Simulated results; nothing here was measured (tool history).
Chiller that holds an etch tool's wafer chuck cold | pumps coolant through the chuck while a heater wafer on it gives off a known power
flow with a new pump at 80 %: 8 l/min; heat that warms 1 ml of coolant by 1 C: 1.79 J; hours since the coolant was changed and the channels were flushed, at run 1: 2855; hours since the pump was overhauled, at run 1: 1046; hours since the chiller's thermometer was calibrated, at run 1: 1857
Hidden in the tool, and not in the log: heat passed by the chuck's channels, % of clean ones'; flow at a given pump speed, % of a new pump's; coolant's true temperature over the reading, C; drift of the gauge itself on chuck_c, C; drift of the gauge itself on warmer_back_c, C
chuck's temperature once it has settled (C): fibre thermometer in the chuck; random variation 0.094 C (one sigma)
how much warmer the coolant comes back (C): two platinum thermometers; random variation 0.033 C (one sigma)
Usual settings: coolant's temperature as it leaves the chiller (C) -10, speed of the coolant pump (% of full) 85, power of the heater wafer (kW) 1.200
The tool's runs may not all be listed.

run   hour  coolant's temperature as it leaves the chiller (C)  speed of the coolant pump (% of full)  power of the heater wafer (kW)  hours since the coolant was changed and the channels were flushed  hours since the pump was overhauled  hours since the chiller's thermometer was calibrated  chuck's temperature once it has settled (C)  how much warmer the coolant comes back (C)
  1    0.0                                                 -10                                     85                           1.200                                                               2855                                 1046                                                  1857                                         0.03                                        4.84
  2   64.0                                                 -10                                     85                           1.200                                                               2919                                 1110                                                  1921                                         0.03                                        4.87
  3  114.5                                                 -10                                     85                           1.200                                                               2969                                 1161                                                  1971                                         0.00                                        4.91
  4  144.5                                                 -10                                     85                           1.200                                                               2999                                 1191                                                  2001                                         0.20                                        4.93
  5  204.2                                                 -10                                     85                           1.200                                                               3059                                 1250                                                  2061                                         0.15                                        4.91
  6  234.4                                                 -10                                     85                           1.200                                                               3089                                 1280                                                  2091                                         0.07                                        4.93
  7  301.6                                                 -10                                     85                           1.200                                                               3156                                 1348                                                  2158                                         0.00                                        4.96
     310.5  -- coolant pump overhauled
  8  346.8                                                 -10                                     85                           1.200                                                               3196                                   36                                                  2199                                         0.04                                        4.96
  9  414.2                                                 -12                                     85                           1.223                                                               3264                                  104                                                  2266                                        -1.39                                        5.13
 10  446.9                                                 -10                                     81                           1.681                                                               3297                                  136                                                  2299                                         5.00                                        7.38
 11  492.7                                                 -17                                     69                           1.681                                                               3342                                  182                                                  2345                                         0.08                                        8.86
 12  542.3                                                 -17                                     69                           1.681                                                               3392                                  232                                                  2394                                        -0.08                                        8.83
 13  577.5                                                 -10                                     66                           1.163                                                               3427                                  267                                                  2429                                         2.23                                        6.44
     604.7  -- coolant pump overhauled, once more
 14  624.0                                                 -10                                     66                           1.163                                                               3469                                   19                                                  2471                                         1.78                                        6.01
 15  666.5                                                 -10                                     66                           0.815                                                               3511                                   62                                                  2513                                        -1.64                                        4.27

Forecast each of these 3 alternatives for the next run:
  A  723.5                                                 -15                                     64                           1.431                                                               3568                                  119                                                  2570                                            ?                                           ?
  B  723.5                                                   0                                     81                           1.045                                                               3568                                  119                                                  2570                                            ?                                           ?
  C  723.5                                                  -5                                     69                           1.312                                                               3568                                  119                                                  2570                                            ?                                           ?

run  chuck's temperature once it has settled (C)  how much warmer the coolant comes back (C)
  A                                        -0.21                                        7.75
  B                                         9.03                                        4.32
  C                                         7.82                                        6.51
Without the tool's hidden state the same runs would have given:
run  chuck's temperature once it has settled (C)  how much warmer the coolant comes back (C)
  A                                        -1.42                                        7.71
  B                                         8.15                                        4.30
  C                                         6.72                                        6.48
